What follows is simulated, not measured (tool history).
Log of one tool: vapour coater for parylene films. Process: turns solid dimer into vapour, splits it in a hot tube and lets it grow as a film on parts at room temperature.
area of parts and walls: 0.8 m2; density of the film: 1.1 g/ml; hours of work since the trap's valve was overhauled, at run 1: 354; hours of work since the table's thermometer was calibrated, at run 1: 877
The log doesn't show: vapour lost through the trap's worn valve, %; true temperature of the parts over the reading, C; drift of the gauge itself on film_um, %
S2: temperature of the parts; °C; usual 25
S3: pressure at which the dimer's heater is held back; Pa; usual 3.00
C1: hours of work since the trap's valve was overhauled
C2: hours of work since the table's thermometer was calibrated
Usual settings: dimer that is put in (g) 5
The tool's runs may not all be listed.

{"run": 1, "day": 0.0, "dimer that is put in (g)": 5, "S2": 25, "S3": 3.0, "C1": 354, "C2": 877, "thickness of the film (um)": 3.85}
{"run": 2, "day": 0.925, "dimer that is put in (g)": 5, "S2": 25, "S3": 3.0, "C1": 369, "C2": 893, "thickness of the film (um)": 3.83}
{"run": 3, "day": 2.038, "dimer that is put in (g)": 5, "S2": 25, "S3": 3.0, "C1": 388, "C2": 911, "thickness of the film (um)": 3.82}
{"run": 4, "day": 3.412, "dimer that is put in (g)": 5, "S2": 25, "S3": 3.0, "C1": 411, "C2": 934, "thickness of the film (um)": 3.8}
{"run": 5, "day": 5.071, "dimer that is put in (g)": 5, "S2": 25, "S3": 3.0, "C1": 438, "C2": 962, "thickness of the film (um)": 3.76}
{"run": 6, "day": 5.758, "dimer that is put in (g)": 5, "S2": 25, "S3": 3.0, "C1": 450, "C2": 973, "thickness of the film (um)": 3.71}
{"day": 6.454, "done": "trap's valve overhauled"}
{"run": 7, "day": 7.262, "dimer that is put in (g)": 5, "S2": 25, "S3": 3.0, "C1": 14, "C2": 996, "thickness of the film (um)": 3.6}
{"run": 8, "day": 8.229, "dimer that is put in (g)": 5, "S2": 25, "S3": 3.0, "C1": 30, "C2": 1012, "thickness of the film (um)": 3.62}
{"run": 9, "day": 9.521, "dimer that is put in (g)": 5, "S2": 25, "S3": 3.0, "C1": 51, "C2": 1034, "thickness of the film (um)": 3.6}
{"run": 10, "day": 10.25, "dimer that is put in (g)": 5, "S2": 25, "S3": 3.0, "C1": 63, "C2": 1046, "thickness of the film (um)": 3.52}
{"run": 11, "day": 11.367, "dimer that is put in (g)": 5, "S2": 25, "S3": 3.0, "C1": 82, "C2": 1064, "thickness of the film (um)": 3.58}
{"run": 12, "day": 12.1, "dimer that is put in (g)": 5, "S2": 25, "S3": 2.24, "C1": 94, "C2": 1077, "thickness of the film (um)": 3.83}
{"run": 13, "day": 13.783, "dimer that is put in (g)": 5, "S2": 25, "S3": 4.14, "C1": 122, "C2": 1105, "thickness of the film (um)": 3.3}
{"run": 14, "day": 14.783, "dimer that is put in (g)": 8, "S2": 25, "S3": 3.86, "C1": 139, "C2": 1121, "thickness of the film (um)": 5.36}
{"run": 15, "day": 15.562, "dimer that is put in (g)": 5, "S2": 25, "S3": 5.4, "C1": 152, "C2": 1134, "thickness of the film (um)": 3.09}
{"day": 16.512, "done": "trap's valve overhauled, once more"}
{"run": 16, "day": 16.908, "dimer that is put in (g)": 6, "S2": 36, "S3": 3.0, "C1": 7, "C2": 1154, "thickness of the film (um)": 3.53}
{"run": 17, "day": 18.033, "dimer that is put in (g)": 6, "S2": 36, "S3": 3.0, "C1": 25, "C2": 1173, "thickness of the film (um)": 3.57}
{"run": 18, "day": 18.754, "dimer that is put in (g)": 4, "S2": 30, "S3": 7.19, "C1": 37, "C2": 1185, "thickness of the film (um)": 2.24}
{"run": 19, "day": 19.7, "dimer that is put in (g)": 4, "S2": 30, "S3": 7.19, "C1": 53, "C2": 1201, "thickness of the film (um)": 2.27}
{"run": 20, "day": 20.483, "dimer that is put in (g)": 2, "S2": 25, "S3": 2.47, "C1": 66, "C2": 1214, "thickness of the film (um)": 1.65}
{"run": 21, "day": 21.904, "dimer that is put in (g)": 2, "S2": 21, "S3": 4.7, "C1": 90, "C2": 1238, "thickness of the film (um)": 1.58}
{"run": 22, "day": 22.688, "dimer that is put in (g)": 9, "S2": 30, "S3": 8.43, "C1": 103, "C2": 1251, "thickness of the film (um)": 4.94}
{"run": 23, "day": 23.846, "dimer that is put in (g)": 3, "S2": 18, "S3": 2.63, "C1": 122, "C2": 1270, "thickness of the film (um)": 2.97}
{"run": 24, "day": 25.488, "dimer that is put in (g)": 3, "S2": 18, "S3": 2.63, "C1": 150, "C2": 1297, "thickness of the film (um)": 2.93}
{"run": 25, "day": 26.946, "dimer that is put in (g)": 8, "S2": 29, "S3": 2.39, "C1": 174, "C2": 1322, "thickness of the film (um)": 5.83}
{"run": 26, "day": 28.233, "dimer that is put in (g)": 3, "S2": 30, "S3": 3.78, "C1": 196, "C2": 1343, "thickness of the film (um)": 1.91}

Forecast each of these 5 alternatives for the next run:
{"run": "A", "day": 29.646, "dimer that is put in (g)": 9, "S2": 33, "S3": 2.06, "C1": 219, "C2": 1367, "thickness of the film (um)": "?"}
{"run": "B", "day": 29.646, "dimer that is put in (g)": 7, "S2": 17, "S3": 3.78, "C1": 219, "C2": 1367, "thickness of the film (um)": "?"}
{"run": "C", "day": 29.646, "dimer that is put in (g)": 5, "S2": 22, "S3": 3.0, "C1": 219, "C2": 1367, "thickness of the film (um)": "?"}
{"run": "D", "day": 29.646, "dimer that is put in (g)": 9, "S2": 25, "S3": 3.0, "C1": 219, "C2": 1367, "thickness of the film (um)": "?"}
{"run": "E", "day": 29.646, "dimer that is put in (g)": 3, "S2": 22, "S3": 3.78, "C1": 219, "C2": 1367, "thickness of the film (um)": "?"}

run=A thickness_of_the_film_(um)=6.07
run=B thickness_of_the_film_(um)=6.35
run=C thickness_of_the_film_(um)=4.22
run=D thickness_of_the_film_(um)=6.95
run=E thickness_of_the_film_(um)=2.41
Without the tool's hidden state the same runs would have given:
run=A thickness_of_the_film_(um)=6.43
run=B thickness_of_the_film_(um)=6.73
run=C thickness_of_the_film_(um)=4.46
run=D thickness_of_the_film_(um)=7.36
run=E thickness_of_the_film_(um)=2.55
